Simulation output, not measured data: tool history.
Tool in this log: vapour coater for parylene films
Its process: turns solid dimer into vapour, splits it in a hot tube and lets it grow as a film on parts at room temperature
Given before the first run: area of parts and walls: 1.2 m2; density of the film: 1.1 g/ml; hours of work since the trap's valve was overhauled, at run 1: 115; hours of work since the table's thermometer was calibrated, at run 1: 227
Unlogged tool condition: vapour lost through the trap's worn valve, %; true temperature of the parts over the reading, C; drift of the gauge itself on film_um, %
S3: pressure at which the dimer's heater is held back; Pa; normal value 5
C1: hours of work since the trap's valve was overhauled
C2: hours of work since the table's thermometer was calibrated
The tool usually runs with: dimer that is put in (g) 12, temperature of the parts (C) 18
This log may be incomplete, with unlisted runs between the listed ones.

{"run": 1, "hour": 0.0, "dimer that is put in (g)": 12, "temperature of the parts (C)": 18, "S3": 5, "C1": 115, "C2": 227, "thickness of the film (µm)": 6.61}
{"run": 2, "hour": 10.6, "dimer that is put in (g)": 12, "temperature of the parts (C)": 18, "S3": 5, "C1": 123, "C2": 235, "thickness of the film (µm)": 6.55}
{"run": 3, "hour": 25.3, "dimer that is put in (g)": 12, "temperature of the parts (C)": 18, "S3": 5, "C1": 134, "C2": 246, "thickness of the film (µm)": 6.52}
{"run": 4, "hour": 41.6, "dimer that is put in (g)": 12, "temperature of the parts (C)": 18, "S3": 9, "C1": 147, "C2": 259, "thickness of the film (µm)": 6.32}
{"run": 5, "hour": 51.3, "dimer that is put in (g)": 12, "temperature of the parts (C)": 18, "S3": 9, "C1": 154, "C2": 266, "thickness of the film (µm)": 6.33}
{"run": 6, "hour": 63.0, "dimer that is put in (g)": 12, "temperature of the parts (C)": 18, "S3": 5, "C1": 163, "C2": 275, "thickness of the film (µm)": 6.6}
{"run": 7, "hour": 83.9, "dimer that is put in (g)": 12, "temperature of the parts (C)": 18, "S3": 2.44, "C1": 179, "C2": 291, "thickness of the film (µm)": 6.66}
{"run": 8, "hour": 101.0, "dimer that is put in (g)": 22, "temperature of the parts (C)": 11, "S3": 11.43, "C1": 192, "C2": 304, "thickness of the film (µm)": 13.97}
{"run": 9, "hour": 117.0, "dimer that is put in (g)": 22, "temperature of the parts (C)": 11, "S3": 11.43, "C1": 204, "C2": 317, "thickness of the film (µm)": 14}
{"run": 10, "hour": 128.4, "dimer that is put in (g)": 12, "temperature of the parts (C)": 18, "S3": 10.81, "C1": 213, "C2": 325, "thickness of the film (µm)": 6.07}
{"run": 11, "hour": 143.3, "dimer that is put in (g)": 11, "temperature of the parts (C)": 18, "S3": 2.04, "C1": 224, "C2": 337, "thickness of the film (µm)": 6.22}
{"run": 12, "hour": 161.8, "dimer that is put in (g)": 22, "temperature of the parts (C)": 26, "S3": 2.04, "C1": 239, "C2": 351, "thickness of the film (µm)": 9.42}
{"run": 13, "hour": 171.8, "dimer that is put in (g)": 22, "temperature of the parts (C)": 26, "S3": 2.04, "C1": 246, "C2": 359, "thickness of the film (µm)": 9.42}
{"run": 14, "hour": 186.1, "dimer that is put in (g)": 22, "temperature of the parts (C)": 10, "S3": 3.66, "C1": 257, "C2": 370, "thickness of the film (µm)": 14.98}

For each run, the measured value with the value that run would have given without the tool's hidden condition subtracted. The run-to-run variation is shared by both, the gauge scatter possibly not:
run=1 thickness_of_the_film_(µm)=-0.25
run=2 thickness_of_the_film_(µm)=-0.27
run=3 thickness_of_the_film_(µm)=-0.29
run=4 thickness_of_the_film_(µm)=-0.31
run=5 thickness_of_the_film_(µm)=-0.32
run=6 thickness_of_the_film_(µm)=-0.35
run=7 thickness_of_the_film_(µm)=-0.39
run=8 thickness_of_the_film_(µm)=-0.87
run=9 thickness_of_the_film_(µm)=-0.94
run=10 thickness_of_the_film_(µm)=-0.42
run=11 thickness_of_the_film_(µm)=-0.46
run=12 thickness_of_the_film_(µm)=-0.74
run=13 thickness_of_the_film_(µm)=-0.78
run=14 thickness_of_the_film_(µm)=-1.38
